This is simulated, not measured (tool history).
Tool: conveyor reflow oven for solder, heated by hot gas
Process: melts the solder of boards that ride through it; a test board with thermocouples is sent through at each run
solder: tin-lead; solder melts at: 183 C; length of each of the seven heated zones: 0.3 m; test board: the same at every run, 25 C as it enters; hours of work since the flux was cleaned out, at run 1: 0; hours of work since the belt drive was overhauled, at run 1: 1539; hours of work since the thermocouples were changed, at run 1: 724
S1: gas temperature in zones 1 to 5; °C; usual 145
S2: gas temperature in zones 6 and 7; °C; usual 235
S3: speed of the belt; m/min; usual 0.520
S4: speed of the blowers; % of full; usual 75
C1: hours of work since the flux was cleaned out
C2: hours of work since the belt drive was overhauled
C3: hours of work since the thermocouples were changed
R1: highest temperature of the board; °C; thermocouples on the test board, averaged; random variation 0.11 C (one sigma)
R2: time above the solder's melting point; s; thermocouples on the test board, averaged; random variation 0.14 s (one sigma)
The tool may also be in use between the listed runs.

run 1 hour=0.0 | S1=145 S2=235 S3=0.520 S4=75 | C1=0 C2=1539 C3=724 | R1=219.8 R2=58.0
run 2 hour=53.5 | S1=145 S2=235 S3=0.520 S4=75 | C1=30 C2=1569 C3=754 | R1=219.7 R2=57.7
run 3 hour=102.9 | S1=145 S2=235 S3=0.520 S4=75 | C1=57 C2=1596 C3=781 | R1=219.6 R2=57.4
-- hour=128.8 belt drive overhauled, speed set with a stopwatch
-- hour=136.3 thermocouples of zones 6 and 7 changed
run 4 hour=175.1 | S1=145 S2=235 S3=0.520 S4=82 | C1=93 C2=24 C3=21 | R1=219.3 R2=55.2
run 5 hour=232.5 | S1=145 S2=235 S3=0.520 S4=82 | C1=125 C2=56 C3=53 | R1=218.8 R2=55.1
run 6 hour=274.1 | S1=145 S2=235 S3=0.559 S4=75 | C1=148 C2=79 C3=76 | R1=214.2 R2=47.5
run 7 hour=335.0 | S1=145 S2=235 S3=0.559 S4=75 | C1=181 C2=113 C3=110 | R1=213.9 R2=47.0
-- hour=402.0 flux residue cleaned out of gas plates and filters
run 8 hour=411.9 | S1=145 S2=235 S3=0.559 S4=75 | C1=5 C2=152 C3=149 | R1=215.7 R2=48.6
run 9 hour=465.7 | S1=145 S2=235 S3=0.559 S4=75 | C1=35 C2=182 C3=179 | R1=215.4 R2=48.7
run 10 hour=511.7 | S1=145 S2=235 S3=0.520 S4=75 | C1=60 C2=207 C3=204 | R1=217.6 R2=54.1
run 11 hour=573.6 | S1=145 S2=235 S3=0.520 S4=75 | C1=95 C2=241 C3=238 | R1=217.6 R2=54.3
run 12 hour=608.7 | S1=145 S2=235 S3=0.520 S4=75 | C1=114 C2=261 C3=258 | R1=217.3 R2=53.7
run 13 hour=647.8 | S1=145 S2=235 S3=0.520 S4=74 | C1=136 C2=282 C3=279 | R1=216.8 R2=53.6
run 14 hour=694.5 | S1=145 S2=248 S3=0.520 S4=75 | C1=161 C2=308 C3=305 | R1=227.9 R2=60.6
run 15 hour=754.8 | S1=145 S2=235 S3=0.520 S4=75 | C1=195 C2=341 C3=338 | R1=216.7 R2=53.5
-- hour=802.4 flux residue cleaned out of gas plates and filters
run 16 hour=825.5 | S1=145 S2=235 S3=0.520 S4=75 | C1=13 C2=378 C3=375 | R1=218.3 R2=54.9
run 17 hour=862.1 | S1=145 S2=231 S3=0.526 S4=75 | C1=33 C2=398 C3=395 | R1=214.6 R2=51.5
run 18 hour=898.3 | S1=145 S2=231 S3=0.526 S4=75 | C1=53 C2=418 C3=415 | R1=214.4 R2=51.5
run 19 hour=968.6 | S1=145 S2=232 S3=0.520 S4=75 | C1=92 C2=457 C3=454 | R1=215.1 R2=52.9
run 20 hour=1039.3 | S1=145 S2=232 S3=0.520 S4=75 | C1=131 C2=496 C3=493 | R1=214.9 R2=52.6
run 21 hour=1110.4 | S1=145 S2=232 S3=0.520 S4=75 | C1=170 C2=535 C3=532 | R1=214.6 R2=52.4
run 22 hour=1174.4 | S1=145 S2=241 S3=0.520 S4=75 | C1=205 C2=570 C3=567 | R1=221.7 R2=57.2
-- hour=1202.8 flux residue cleaned out of gas plates and filters
run 23 hour=1210.8 | S1=145 S2=235 S3=0.424 S4=64 | C1=4 C2=587 C3=584 | R1=221.5 R2=71.0
run 24 hour=1277.8 | S1=143 S2=235 S3=0.440 S4=78 | C1=41 C2=624 C3=621 | R1=223.9 R2=69.5
run 25 hour=1314.6 | S1=145 S2=235 S3=0.494 S4=86 | C1=62 C2=645 C3=642 | R1=223.1 R2=62.0
run 26 hour=1354.2 | S1=145 S2=235 S3=0.494 S4=54 | C1=84 C2=667 C3=663 | R1=211.8 R2=51.6
run 27 hour=1391.5 | S1=149 S2=234 S3=0.490 S4=88 | C1=104 C2=687 C3=684 | R1=223.0 R2=64.3
run 28 hour=1428.6 | S1=149 S2=234 S3=0.490 S4=88 | C1=125 C2=708 C3=705 | R1=222.8 R2=63.9
run 29 hour=1488.9 | S1=149 S2=233 S3=0.490 S4=88 | C1=158 C2=741 C3=738 | R1=221.8 R2=63.5

4 ways to go on from here, each from the tool as it stands after run 29. What would each give?
run A hour=1520.5 | S1=145 S2=229 S3=0.520 S4=75 | C1=175 C2=758 C3=755 | R1=? R2=?
run B hour=1520.5 | S1=148 S2=248 S3=0.562 S4=75 | C1=175 C2=758 C3=755 | R1=? R2=?
run C hour=1520.5 | S1=153 S2=225 S3=0.490 S4=88 | C1=175 C2=758 C3=755 | R1=? R2=?
run D hour=1520.5 | S1=140 S2=233 S3=0.523 S4=88 | C1=175 C2=758 C3=755 | R1=? R2=?

run=A R1=212.6 R2=51.1
run=B R1=226.1 R2=56.4
run=C R1=215.2 R2=60.8
run=D R1=218.7 R2=53.9
Without the tool's hidden state the same runs would have given:
run=A R1=213.0 R2=50.9
run=B R1=226.8 R2=56.0
run=C R1=215.4 R2=60.3
run=D R1=219.3 R2=53.7

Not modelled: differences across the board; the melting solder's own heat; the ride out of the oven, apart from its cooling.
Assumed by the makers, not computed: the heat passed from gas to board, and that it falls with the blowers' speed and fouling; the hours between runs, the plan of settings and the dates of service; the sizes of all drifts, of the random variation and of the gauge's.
